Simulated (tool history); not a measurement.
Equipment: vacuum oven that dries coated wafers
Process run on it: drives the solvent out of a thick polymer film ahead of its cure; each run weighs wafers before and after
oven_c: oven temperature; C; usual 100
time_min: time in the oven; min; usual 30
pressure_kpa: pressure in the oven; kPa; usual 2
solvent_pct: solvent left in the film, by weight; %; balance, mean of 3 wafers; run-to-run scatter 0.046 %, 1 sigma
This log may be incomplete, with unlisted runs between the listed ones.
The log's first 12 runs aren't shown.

run 13 hour=754.7 | oven_c=100 time_min=54 pressure_kpa=2 | solvent_pct=1.25
run 14 hour=837.9 | oven_c=90 time_min=54 pressure_kpa=2 | solvent_pct=2.49
run 15 hour=893.7 | oven_c=90 time_min=54 pressure_kpa=2 | solvent_pct=2.46
run 16 hour=946.6 | oven_c=90 time_min=54 pressure_kpa=2 | solvent_pct=2.45
-- hour=961.4 oven's thermocouples calibrated
run 17 hour=1035.8 | oven_c=100 time_min=30 pressure_kpa=2 | solvent_pct=3.25
run 18 hour=1086.9 | oven_c=93 time_min=30 pressure_kpa=2 | solvent_pct=5.11
run 19 hour=1147.9 | oven_c=100 time_min=37 pressure_kpa=5.53 | solvent_pct=4.3
run 20 hour=1197.9 | oven_c=100 time_min=37 pressure_kpa=5.53 | solvent_pct=4.3
run 21 hour=1243 | oven_c=100 time_min=37 pressure_kpa=5.53 | solvent_pct=4.22
run 22 hour=1325.3 | oven_c=95 time_min=50 pressure_kpa=1.45 | solvent_pct=1.99
run 23 hour=1382.4 | oven_c=95 time_min=50 pressure_kpa=1.45 | solvent_pct=2
run 24 hour=1436.1 | oven_c=115 time_min=29 pressure_kpa=1.07 | solvent_pct=0.83
run 25 hour=1478.2 | oven_c=105 time_min=27 pressure_kpa=1.58 | solvent_pct=2.37
run 26 hour=1554.9 | oven_c=105 time_min=28 pressure_kpa=2.48 | solvent_pct=2.58
run 27 hour=1606 | oven_c=109 time_min=18 pressure_kpa=3.75 | solvent_pct=4.11
run 28 hour=1677.2 | oven_c=112 time_min=30 pressure_kpa=4.88 | solvent_pct=2.29
-- hour=1755.1 vacuum gauge cleaned of residue and calibrated
run 29 hour=1755.1 | oven_c=112 time_min=30 pressure_kpa=4.88 | solvent_pct=2.25
run 30 hour=1801.4 | oven_c=109 time_min=18 pressure_kpa=5.12 | solvent_pct=4.47
run 31 hour=1876.2 | oven_c=94 time_min=24 pressure_kpa=1.47 | solvent_pct=5.29
run 32 hour=1915.2 | oven_c=109 time_min=37 pressure_kpa=1.47 | solvent_pct=0.94
run 33 hour=1985.3 | oven_c=109 time_min=37 pressure_kpa=1.47 | solvent_pct=0.94
run 34 hour=2045.5 | oven_c=90 time_min=37 pressure_kpa=2.39 | solvent_pct=4.45
run 35 hour=2109.8 | oven_c=88 time_min=37 pressure_kpa=1.71 | solvent_pct=4.54

Here are 5 independent what-if runs from the current tool condition. What would each one return?
run A hour=2186.7 | oven_c=98 time_min=30 pressure_kpa=4.62 | solvent_pct=?
run B hour=2186.7 | oven_c=90 time_min=15 pressure_kpa=3.05 | solvent_pct=?
run C hour=2186.7 | oven_c=105 time_min=28 pressure_kpa=2 | solvent_pct=?
run D hour=2186.7 | oven_c=100 time_min=50 pressure_kpa=5.09 | solvent_pct=?
run E hour=2186.7 | oven_c=96 time_min=46 pressure_kpa=1.56 | solvent_pct=?

run=A solvent_pct=4.5
run=B solvent_pct=10.28
run=C solvent_pct=2.17
run=D solvent_pct=2.99
run=E solvent_pct=1.84
Stripped of hidden state, with their random variation kept, the same runs would have yielded:
run=A solvent_pct=4.93
run=B solvent_pct=10.81
run=C solvent_pct=2.44
run=D solvent_pct=3.22
run=E solvent_pct=2.05

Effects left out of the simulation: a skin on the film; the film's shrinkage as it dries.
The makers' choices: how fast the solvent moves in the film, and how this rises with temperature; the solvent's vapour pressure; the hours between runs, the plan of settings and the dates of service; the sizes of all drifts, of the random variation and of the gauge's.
